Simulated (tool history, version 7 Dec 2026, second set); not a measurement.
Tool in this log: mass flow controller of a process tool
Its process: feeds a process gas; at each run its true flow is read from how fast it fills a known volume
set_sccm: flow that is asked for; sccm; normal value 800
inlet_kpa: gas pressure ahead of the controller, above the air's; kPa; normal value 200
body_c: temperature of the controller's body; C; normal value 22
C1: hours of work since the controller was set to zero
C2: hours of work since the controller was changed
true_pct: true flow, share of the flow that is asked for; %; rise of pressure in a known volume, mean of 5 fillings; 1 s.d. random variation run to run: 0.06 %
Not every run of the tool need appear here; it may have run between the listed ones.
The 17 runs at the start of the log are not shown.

run 18 day=74.779 | set_sccm=800 inlet_kpa=220 body_c=22 | C1=1991 C2=1991 | true_pct=99.64
run 19 day=80.308 | set_sccm=800 inlet_kpa=220 body_c=22 | C1=2046 C2=2046 | true_pct=99.74
run 20 day=86.354 | set_sccm=800 inlet_kpa=220 body_c=22 | C1=2106 C2=2106 | true_pct=99.76
run 21 day=90.55 | set_sccm=800 inlet_kpa=220 body_c=22 | C1=2148 C2=2148 | true_pct=99.68
run 22 day=93.6 | set_sccm=250 inlet_kpa=200 body_c=22 | C1=2178 C2=2178 | true_pct=97
run 23 day=98.958 | set_sccm=250 inlet_kpa=142 body_c=23 | C1=2232 C2=2232 | true_pct=96.79
run 24 day=104.375 | set_sccm=250 inlet_kpa=142 body_c=23 | C1=2285 C2=2285 | true_pct=96.71
run 25 day=109.121 | set_sccm=563 inlet_kpa=168 body_c=22 | C1=2333 C2=2333 | true_pct=98.59
run 26 day=114.821 | set_sccm=563 inlet_kpa=168 body_c=22 | C1=2389 C2=2389 | true_pct=98.57
run 27 day=118.842 | set_sccm=227 inlet_kpa=154 body_c=21 | C1=2429 C2=2429 | true_pct=96.53
run 28 day=124.021 | set_sccm=181 inlet_kpa=247 body_c=30 | C1=2481 C2=2481 | true_pct=95.58
run 29 day=129.4 | set_sccm=181 inlet_kpa=247 body_c=30 | C1=2534 C2=2534 | true_pct=95.55
run 30 day=132.279 | set_sccm=800 inlet_kpa=255 body_c=25 | C1=2563 C2=2563 | true_pct=99.53
run 31 day=136.583 | set_sccm=800 inlet_kpa=255 body_c=25 | C1=2605 C2=2605 | true_pct=99.57
run 32 day=142.071 | set_sccm=718 inlet_kpa=148 body_c=27 | C1=2660 C2=2660 | true_pct=98.73
run 33 day=144.792 | set_sccm=868 inlet_kpa=250 body_c=21 | C1=2687 C2=2687 | true_pct=100.17
run 34 day=148.196 | set_sccm=104 inlet_kpa=207 body_c=22 | C1=2721 C2=2721 | true_pct=94.07

What does the tool deliver on the next run?
run 35 day=151.392 | set_sccm=800 inlet_kpa=200 body_c=36 | C1=2753 C2=2753 | true_pct=?

true_pct: 98.5 %
Had the tool carried no hidden state, the very same run would have given true_pct 98.49 %.

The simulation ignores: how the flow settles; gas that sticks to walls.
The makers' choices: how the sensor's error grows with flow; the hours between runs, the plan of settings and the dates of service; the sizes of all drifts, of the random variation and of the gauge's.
